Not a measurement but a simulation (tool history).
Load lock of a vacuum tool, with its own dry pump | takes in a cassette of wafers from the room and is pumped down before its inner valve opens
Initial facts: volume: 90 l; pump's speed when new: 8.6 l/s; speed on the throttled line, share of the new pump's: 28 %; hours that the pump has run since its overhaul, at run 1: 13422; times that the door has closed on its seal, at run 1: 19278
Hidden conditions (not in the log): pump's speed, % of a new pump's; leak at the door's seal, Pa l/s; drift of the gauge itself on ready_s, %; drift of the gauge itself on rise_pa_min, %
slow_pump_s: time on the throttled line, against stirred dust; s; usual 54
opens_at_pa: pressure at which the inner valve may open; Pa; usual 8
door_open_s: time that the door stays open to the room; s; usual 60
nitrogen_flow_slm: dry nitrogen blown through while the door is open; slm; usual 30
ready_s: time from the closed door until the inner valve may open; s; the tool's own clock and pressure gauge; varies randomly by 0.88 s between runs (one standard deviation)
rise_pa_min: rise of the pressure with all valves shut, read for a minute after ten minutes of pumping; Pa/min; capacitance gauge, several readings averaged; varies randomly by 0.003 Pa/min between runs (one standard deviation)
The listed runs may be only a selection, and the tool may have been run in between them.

run     hour  slow_pump_s  opens_at_pa  door_open_s  nitrogen_flow_slm  hours that the pump has run since its overhaul  times that the door has closed on its seal  incoming humidity of the room's air, %  ready_s  rise_pa_min
  1        0           54            8           60                 30                                           13422                                       19278                                    49.7    150.9        0.053
  2    338.4           54            8           60                 30                                           13761                                       20291                                    41.7    151.5        0.058
  3    739.2           54            8           60                 30                                           14162                                       21490                                    39.4    151.6        0.061
  4    990.5           54            8           60                 30                                           14413                                       22242                                    44.2    150.3        0.067
  5   1228.9           54            8           60                 30                                           14651                                       22956                                    45.6    151.4        0.068
  6   1688.7           54            8           60                 30                                           15111                                       24332                                    43.8    152.1        0.069
  7     2173           54            8           60                 30                                           15595                                       25781                                    45.7      151        0.075
  8   2685.1           54            8           60                 30                                           16107                                       27314                                      46    153.2        0.078
  9   3156.4           54            8           60                 30                                           16579                                       28725                                    48.3    151.9        0.084
 10   3565.2           54            8           65                 30                                           16987                                       29948                                    44.4    155.4        0.085
 11   4057.7           54            8           65                 30                                           17480                                       31422                                    44.6    155.6        0.093
 12   4311.3           54            8           65                 30                                           17734                                       32181                                    46.8    153.5        0.099
 13   4544.4           54            8           65                 30                                           17967                                       32879                                    47.5    154.9        0.107
 14   4824.6           54            8           65                 30                                           18247                                       33717                                    44.9    154.2        0.109
 15   5058.4           54            8           60                 30                                           18481                                       34417                                    44.4    154.7        0.108
 16     5415           54            8           60                 30                                           18837                                       35484                                    47.1    157.2        0.112
      5658.2  -- dry pump taken out, an overhauled one fitted
 17   5675.1           54            8           60                 30                                              17                                       36245                                    44.2      139        0.115
 18     6179           54            8           60                 30                                             521                                       37753                                    44.2    139.7        0.117
 19   6603.1           54            8           60                 30                                             945                                       39022                                    44.4    141.7        0.125
 20   7043.9           68           13          112                  8                                            1386                                       40341                                    47.7    144.2        0.157
 21   7397.2           48            8          176                 30                                            1739                                       41399                                      44    136.2        0.153
 22   7852.4           48            8          176                 30                                            2194                                       42761                                    41.6    136.7        0.154
 23   8224.6           54           16           60                 25                                            2566                                       43875                                      41      133        0.151
 24   8563.5           59           16           69                 25                                            2905                                       44889                                    42.6    137.7        0.165
 25   8947.1           59           16           69                 25                                            3289                                       46037                                    46.2    138.5        0.166
 26   9461.8           60            9           60                 30                                            3804                                       47578                                    46.2    145.7        0.171
 27   9901.7           60            9           60                 30                                            4243                                       48894                                    43.2    144.4        0.179
 28  10146.9           63           11           73                  7                                            4489                                       49628                                    40.5    145.2        0.201
 29  10469.7           54           12           60                 35                                            4811                                       50594                                    47.4    139.5        0.186
 30    10911           38            8           50                 30                                            5253                                       51915                                    46.2    132.5        0.201
 31  11321.5           38            8           50                 30                                            5663                                       53144                                    47.2      130        0.203
 32  11750.8           30           12           98                 28                                            6093                                       54428                                    44.1    122.2        0.218
 33  12089.6           30           12           63                 28                                            6431                                       55443                                    45.6    123.8         0.21
 34  12504.1           30           12           63                 28                                            6846                                       56683                                    43.3    123.2        0.224
 35  12798.5           30           12           63                 28                                            7140                                       57564                                    46.2    124.3        0.233
 36  13016.7           30           12           63                 28                                            7359                                       58217                                    43.3    124.1        0.243

Branching from run 36: 3 alternative next runs. What would each branch give?
  A  13283.1           54            8          144                 30                                            7625                                       59014                                    42.4        ?            ?
  B  13283.1           54            8           60                  7                                            7625                                       59014                                    44.7        ?            ?
  C  13283.1           54            7           60                 38                                            7625                                       59014                                    44.4        ?            ?

run  ready_s  rise_pa_min
  A    146.2        0.242
  B    146.6        0.246
  C    148.9        0.241
With the hidden condition removed and each run's random variation left untouched, the same runs would have given:
run  ready_s  rise_pa_min
  A    139.1        0.012
  B    139.6        0.016
  C    141.5        0.007
